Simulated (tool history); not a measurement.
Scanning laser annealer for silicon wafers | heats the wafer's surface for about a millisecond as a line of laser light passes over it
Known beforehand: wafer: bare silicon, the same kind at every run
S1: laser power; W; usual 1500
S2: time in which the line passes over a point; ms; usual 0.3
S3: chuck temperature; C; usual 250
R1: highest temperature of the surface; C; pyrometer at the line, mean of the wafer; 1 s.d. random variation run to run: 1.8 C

| run | hour | S1 | S2 | S3 | R1 |
|---|---|---|---|---|---|
| 1 | 0 | 1500 | 0.3 | 250 | 1019 |
| 2 | 20.2 | 1500 | 0.3 | 250 | 1017 |
| 3 | 45.6 | 1500 | 0.3 | 250 | 1016 |
|  | 65.2 | window over the wafer cleaned |
| 4 | 74 | 1500 | 0.3 | 250 | 1040 |
| 5 | 103.1 | 1564 | 0.3 | 250 | 1078 |
| 6 | 132.6 | 1564 | 0.3 | 250 | 1078 |
| 7 | 151.1 | 1500 | 0.3 | 250 | 1037 |
|  | 157.7 | optics aligned, line set to its width |
| 8 | 171.8 | 1500 | 0.3 | 250 | 1034 |
| 9 | 195.4 | 1500 | 0.3 | 250 | 1032 |
| 10 | 214.2 | 1500 | 0.3 | 250 | 1030 |
| 11 | 239.8 | 1500 | 0.3 | 250 | 1031 |
| 12 | 254.7 | 1500 | 0.3 | 250 | 1029 |
| 13 | 276.4 | 1500 | 0.3 | 250 | 1030 |
| 14 | 308 | 1500 | 0.3 | 286 | 1065 |
| 15 | 329.6 | 1500 | 0.3 | 286 | 1064 |
| 16 | 355.4 | 1500 | 0.3 | 250 | 1026 |
|  | 374.3 | optics aligned, line set to its width, once more |
| 17 | 387.5 | 1510 | 0.3 | 250 | 1056 |
| 18 | 410.1 | 1500 | 0.3 | 250 | 1052 |
| 19 | 442.5 | 1500 | 0.295 | 250 | 1043 |
| 20 | 477.2 | 1500 | 0.295 | 250 | 1040 |
| 21 | 492.6 | 1500 | 0.3 | 223 | 1019 |
| 22 | 525 | 1453 | 0.29 | 215 | 971 |
| 23 | 558 | 1586 | 0.232 | 214 | 965 |
| 24 | 589.7 | 1586 | 0.232 | 214 | 970 |
| 25 | 608.2 | 1644 | 0.325 | 279 | 1200 |
| 26 | 641.6 | 1450 | 0.226 | 270 | 940 |
| 27 | 656.5 | 1632 | 0.226 | 233 | 999 |
| 28 | 687.9 | 1632 | 0.226 | 233 | 994 |
| 29 | 711.2 | 1463 | 0.267 | 261 | 993 |
| 30 | 733.1 | 1500 | 0.229 | 283 | 976 |
| 31 | 762.4 | 1461 | 0.367 | 273 | 1119 |

What will run 32 give?
| 32 | 778.3 | 1583 | 0.336 | 242 | ? |

For run 32 the tool returned R1 1131 C.
The same run, on a tool lacking any hidden state, would have yielded R1 1148 C.
